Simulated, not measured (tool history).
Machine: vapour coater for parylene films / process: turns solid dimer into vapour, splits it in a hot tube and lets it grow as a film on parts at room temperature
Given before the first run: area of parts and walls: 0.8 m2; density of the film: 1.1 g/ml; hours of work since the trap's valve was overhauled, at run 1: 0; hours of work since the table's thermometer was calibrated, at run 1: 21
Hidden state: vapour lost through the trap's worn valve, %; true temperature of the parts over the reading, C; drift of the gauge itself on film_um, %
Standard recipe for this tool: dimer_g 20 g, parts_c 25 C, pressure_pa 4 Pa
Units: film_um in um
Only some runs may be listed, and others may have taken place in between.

run,day,dimer_g,parts_c,pressure_pa,hours of work since the trap's valve was overhauled,hours of work since the table's thermometer was calibrated,film_um
1,0,20,25,4,0,21,15.28
2,1.204,20,25,4,12,33,15.4
3,2.179,20,25,2.19,21,43,17.59
4,3.762,16,25,4,37,58,12.35
5,4.742,20,25,4,47,68,15.18
6,5.625,20,25,4,55,77,15.02
7,6.875,20,36,4,68,89,9.86
8,7.821,20,36,4,77,98,9.98
9,8.788,20,36,4,86,108,10.24
10,10.021,20,25,4,99,120,15.08
11,10.775,20,25,4,106,127,15.28
12,11.796,20,25,4,116,137,15.13
13,13.054,20,25,3.19,128,150,16.17
14,14.333,20,25,4,141,162,15.12
15,15.625,20,25,4,154,175,15.31
16,16.617,20,21,4,163,185,17.46
17,17.504,20,21,4,172,193,17.53
18,19.067,20,25,10.01,187,209,12.06
19,20.417,20,25,4,201,222,15.41
20,21.325,20,25,4.95,210,231,14.2
21,22.8,20,33,4,224,245,10.96
22,23.812,26,33,2.79,234,255,15.75
23,24.558,29,25,4,241,263,21.57
24,25.233,25,25,4,248,269,18.81
25,26.271,25,25,4,258,280,18.97
26,27.592,25,25,4,271,292,18.77
27,28.796,13,25,3.05,283,304,10.25
28,30.371,13,25,3.05,299,320,10.37
29,31.967,15,22,2.68,314,335,13.8
30,33.338,20,20,9.6,328,349,14.68
31,34.858,20,17,2.13,343,364,21.02
32,36.2,14,37,5.54,356,377,6.07
33,37.483,14,28,5.54,369,390,8.57
34,38.696,14,28,5.54,380,402,8.57
35,40.046,14,28,5.54,394,415,8.58
36,41.3,10,25,4,406,427,7.57
37,42.642,17,30,4,419,440,10.34
38,43.358,27,30,7.41,426,447,14.37
39,44.733,14,19,2.12,440,461,14.5
40,45.6,26,19,2.12,448,470,27
41,46.783,26,19,2.12,460,481,27.34

Measured minus without-hidden-state, run by run (identical run-to-run variation in each term; gauge scatter may differ):
run,film_um
1,+0.04
2,+0.02
3,+0.01
4,-0.01
5,-0.02
6,-0.04
7,-0.03
8,-0.04
9,-0.05
10,-0.09
11,-0.1
12,-0.12
13,-0.14
14,-0.15
15,-0.18
16,-0.21
17,-0.22
18,-0.18
19,-0.24
20,-0.23
21,-0.19
22,-0.29
23,-0.41
24,-0.36
25,-0.38
26,-0.41
27,-0.23
28,-0.25
29,-0.36
30,-0.4
31,-1.11
32,-0.18
33,-0.26
34,-0.27
35,-0.28
36,-0.25
37,-0.36
38,-0.51
39,-0.97
40,-1.85
41,-1.91
